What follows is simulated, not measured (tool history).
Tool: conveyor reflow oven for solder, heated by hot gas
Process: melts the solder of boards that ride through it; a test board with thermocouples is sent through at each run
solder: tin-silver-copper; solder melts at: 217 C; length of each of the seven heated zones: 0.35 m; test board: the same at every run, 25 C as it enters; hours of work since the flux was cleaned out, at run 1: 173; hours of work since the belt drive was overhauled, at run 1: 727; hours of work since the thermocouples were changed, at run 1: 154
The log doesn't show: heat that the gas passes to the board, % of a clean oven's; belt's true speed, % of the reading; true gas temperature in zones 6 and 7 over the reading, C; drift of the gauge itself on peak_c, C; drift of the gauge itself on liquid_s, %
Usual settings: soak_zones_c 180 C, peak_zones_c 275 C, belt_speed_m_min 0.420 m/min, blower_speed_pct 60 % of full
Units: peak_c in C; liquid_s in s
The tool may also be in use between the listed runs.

| run | hour | soak_zones_c | peak_zones_c | belt_speed_m_min | blower_speed_pct | hours of work since the flux was cleaned out | hours of work since the belt drive was overhauled | hours of work since the thermocouples were changed | peak_c | liquid_s |
|---|---|---|---|---|---|---|---|---|---|---|
| 1 | 0.0 | 180 | 275 | 0.420 | 60 | 173 | 727 | 154 | 264.0 | 89.2 |
| 2 | 8.4 | 180 | 272 | 0.420 | 60 | 179 | 732 | 160 | 261.1 | 87.0 |
| 3 | 14.7 | 180 | 275 | 0.420 | 60 | 184 | 737 | 164 | 264.1 | 88.7 |
| 4 | 23.7 | 180 | 275 | 0.420 | 79 | 190 | 743 | 171 | 267.4 | 91.3 |
| 5 | 29.5 | 180 | 274 | 0.420 | 60 | 194 | 747 | 175 | 262.6 | 88.3 |
| 6 | 35.1 | 180 | 274 | 0.420 | 60 | 198 | 751 | 179 | 262.7 | 88.1 |
| 7 | 43.4 | 180 | 274 | 0.420 | 60 | 204 | 757 | 184 | 262.7 | 88.3 |
|  | 50.4 | belt drive overhauled, speed set with a stopwatch |
| 8 | 56.7 | 180 | 279 | 0.420 | 60 | 210 | 4 | 191 | 266.8 | 90.5 |
| 9 | 64.7 | 180 | 279 | 0.420 | 60 | 216 | 10 | 196 | 266.9 | 90.0 |
| 10 | 73.5 | 180 | 275 | 0.420 | 60 | 222 | 16 | 203 | 263.8 | 88.3 |
| 11 | 79.3 | 180 | 275 | 0.492 | 60 | 226 | 20 | 207 | 259.0 | 70.8 |
| 12 | 83.9 | 180 | 269 | 0.492 | 60 | 229 | 23 | 210 | 253.8 | 67.4 |
| 13 | 91.3 | 180 | 269 | 0.492 | 60 | 235 | 29 | 215 | 252.9 | 67.4 |
| 14 | 96.4 | 191 | 278 | 0.492 | 60 | 238 | 32 | 219 | 263.9 | 79.1 |
| 15 | 102.3 | 180 | 289 | 0.469 | 60 | 242 | 36 | 223 | 273.0 | 83.8 |
| 16 | 108.4 | 180 | 289 | 0.469 | 60 | 247 | 41 | 227 | 273.1 | 83.7 |
| 17 | 115.0 | 180 | 289 | 0.396 | 60 | 251 | 45 | 232 | 278.4 | 102.1 |
| 18 | 124.2 | 182 | 281 | 0.394 | 52 | 258 | 52 | 238 | 269.4 | 98.9 |
| 19 | 130.4 | 168 | 287 | 0.367 | 60 | 262 | 56 | 242 | 277.3 | 104.7 |
| 20 | 140.4 | 168 | 287 | 0.367 | 60 | 269 | 63 | 250 | 277.1 | 105.0 |
| 21 | 148.6 | 173 | 287 | 0.499 | 83 | 275 | 69 | 255 | 273.4 | 76.4 |
| 22 | 157.7 | 180 | 275 | 0.357 | 80 | 281 | 75 | 262 | 270.0 | 109.4 |
| 23 | 164.0 | 180 | 275 | 0.357 | 80 | 285 | 80 | 266 | 269.9 | 109.0 |

Forecast each of these 3 alternatives for the next run:
| A | 172.1 | 180 | 263 | 0.420 | 60 | 291 | 85 | 272 | ? | ? |
| B | 172.1 | 193 | 275 | 0.357 | 57 | 291 | 85 | 272 | ? | ? |
| C | 172.1 | 180 | 275 | 0.355 | 55 | 291 | 85 | 272 | ? | ? |

| run | peak_c | liquid_s |
|---|---|---|
| A | 253.0 | 80.1 |
| B | 268.8 | 114.8 |
| C | 267.1 | 107.0 |
Without the tool's hidden state the same runs would have given:
| run | peak_c | liquid_s |
|---|---|---|
| A | 253.2 | 80.5 |
| B | 268.7 | 114.5 |
| C | 267.1 | 107.0 |

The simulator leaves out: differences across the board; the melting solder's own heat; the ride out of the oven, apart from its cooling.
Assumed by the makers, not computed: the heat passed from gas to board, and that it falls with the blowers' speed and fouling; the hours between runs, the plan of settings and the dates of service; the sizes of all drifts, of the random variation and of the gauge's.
